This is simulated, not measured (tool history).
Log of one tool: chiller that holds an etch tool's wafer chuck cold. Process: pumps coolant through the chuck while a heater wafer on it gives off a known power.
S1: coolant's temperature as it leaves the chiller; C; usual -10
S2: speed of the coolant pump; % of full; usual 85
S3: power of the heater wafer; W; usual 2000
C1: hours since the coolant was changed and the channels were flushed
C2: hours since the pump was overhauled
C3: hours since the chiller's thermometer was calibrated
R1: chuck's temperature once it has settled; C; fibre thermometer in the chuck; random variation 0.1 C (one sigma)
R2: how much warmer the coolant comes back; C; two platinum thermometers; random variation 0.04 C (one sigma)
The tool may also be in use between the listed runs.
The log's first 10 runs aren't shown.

{"run": 11, "hour": 968.3, "S1": -10, "S2": 85, "S3": 2232, "C1": 5723, "C2": 2208, "C3": 916, "R1": 7.1, "R2": 9.65}
{"run": 12, "hour": 1088.7, "S1": -10, "S2": 85, "S3": 2232, "C1": 5843, "C2": 2328, "C3": 1037, "R1": 7.1, "R2": 9.76}
{"run": 13, "hour": 1221.5, "S1": -10, "S2": 85, "S3": 1845, "C1": 5976, "C2": 2461, "C3": 1169, "R1": 4.3, "R2": 7.95}
{"run": 14, "hour": 1276.4, "S1": -10, "S2": 85, "S3": 1845, "C1": 6031, "C2": 2516, "C3": 1224, "R1": 4.3, "R2": 7.93}
{"run": 15, "hour": 1394.6, "S1": -10, "S2": 85, "S3": 1845, "C1": 6149, "C2": 2634, "C3": 1343, "R1": 4.1, "R2": 7.98}
{"run": 16, "hour": 1506.2, "S1": -10, "S2": 85, "S3": 1845, "C1": 6261, "C2": 2745, "C3": 1454, "R1": 4.3, "R2": 7.95}
{"run": 17, "hour": 1612.8, "S1": -4, "S2": 87, "S3": 2114, "C1": 6367, "C2": 2852, "C3": 1561, "R1": 11.9, "R2": 8.86}
{"run": 18, "hour": 1707.9, "S1": -10, "S2": 88, "S3": 2000, "C1": 6462, "C2": 2947, "C3": 1656, "R1": 5, "R2": 8.35}
{"run": 19, "hour": 1840.4, "S1": -3, "S2": 86, "S3": 2172, "C1": 6595, "C2": 3080, "C3": 1788, "R1": 13.7, "R2": 9.27}
{"run": 20, "hour": 1919.0, "S1": -13, "S2": 74, "S3": 1521, "C1": 6674, "C2": 3158, "C3": 1867, "R1": 0.2, "R2": 7.57}
{"run": 21, "hour": 2018.8, "S1": -7, "S2": 75, "S3": 2000, "C1": 6773, "C2": 3258, "C3": 1967, "R1": 10.1, "R2": 9.88}
{"hour": 2125.3, "done": "chiller's thermometer calibrated"}
{"run": 22, "hour": 2156.2, "S1": 0, "S2": 85, "S3": 2000, "C1": 6910, "C2": 3394, "C3": 31, "R1": 15.6, "R2": 8.6}
{"run": 23, "hour": 2277.8, "S1": -11, "S2": 79, "S3": 2329, "C1": 7031, "C2": 3516, "C3": 152, "R1": 8.3, "R2": 10.89}
{"run": 24, "hour": 2385.5, "S1": -11, "S2": 79, "S3": 2329, "C1": 7139, "C2": 3624, "C3": 260, "R1": 8.1, "R2": 10.85}
{"run": 25, "hour": 2463.1, "S1": -8, "S2": 80, "S3": 2012, "C1": 7217, "C2": 3701, "C3": 338, "R1": 8.4, "R2": 9.28}
{"run": 26, "hour": 2518.1, "S1": 0, "S2": 73, "S3": 2642, "C1": 7272, "C2": 3756, "C3": 393, "R1": 23.4, "R2": 13.39}
{"run": 27, "hour": 2601.9, "S1": -11, "S2": 85, "S3": 2859, "C1": 7355, "C2": 3840, "C3": 477, "R1": 11.2, "R2": 12.23}
{"hour": 2705.8, "done": "gauge calibrated"}
{"run": 28, "hour": 2705.8, "S1": -10, "S2": 81, "S3": 1371, "C1": 7459, "C2": 3944, "C3": 580, "R1": 1.1, "R2": 6.36}
{"run": 29, "hour": 2837.8, "S1": -10, "S2": 81, "S3": 1371, "C1": 7591, "C2": 4076, "C3": 712, "R1": 1.1, "R2": 6.3}
{"run": 30, "hour": 2966.3, "S1": -10, "S2": 81, "S3": 1371, "C1": 7720, "C2": 4205, "C3": 841, "R1": 1, "R2": 6.36}
{"run": 31, "hour": 3033.0, "S1": -10, "S2": 97, "S3": 2000, "C1": 7787, "C2": 4271, "C3": 908, "R1": 3.7, "R2": 7.56}
{"run": 32, "hour": 3119.9, "S1": -19, "S2": 83, "S3": 1723, "C1": 7874, "C2": 4358, "C3": 995, "R1": -5.6, "R2": 7.74}

3 ways to go on from here, each from the tool as it stands after run 32. What would each give?
{"run": "A", "hour": 3231.7, "S1": -19, "S2": 83, "S3": 1066, "C1": 7985, "C2": 4470, "C3": 1106, "R1": "?", "R2": "?"}
{"run": "B", "hour": 3231.7, "S1": -2, "S2": 84, "S3": 2495, "C1": 7985, "C2": 4470, "C3": 1106, "R1": "?", "R2": "?"}
{"run": "C", "hour": 3231.7, "S1": -19, "S2": 72, "S3": 2094, "C1": 7985, "C2": 4470, "C3": 1106, "R1": "?", "R2": "?"}

run=A R1=-10.6 R2=4.75
run=B R1=17.3 R2=11.02
run=C R1=-0.4 R2=10.99
Without the tool's hidden state the same runs would have given:
run=A R1=-10.6 R2=4.79
run=B R1=17.2 R2=11.06
run=C R1=-0.4 R2=11.03
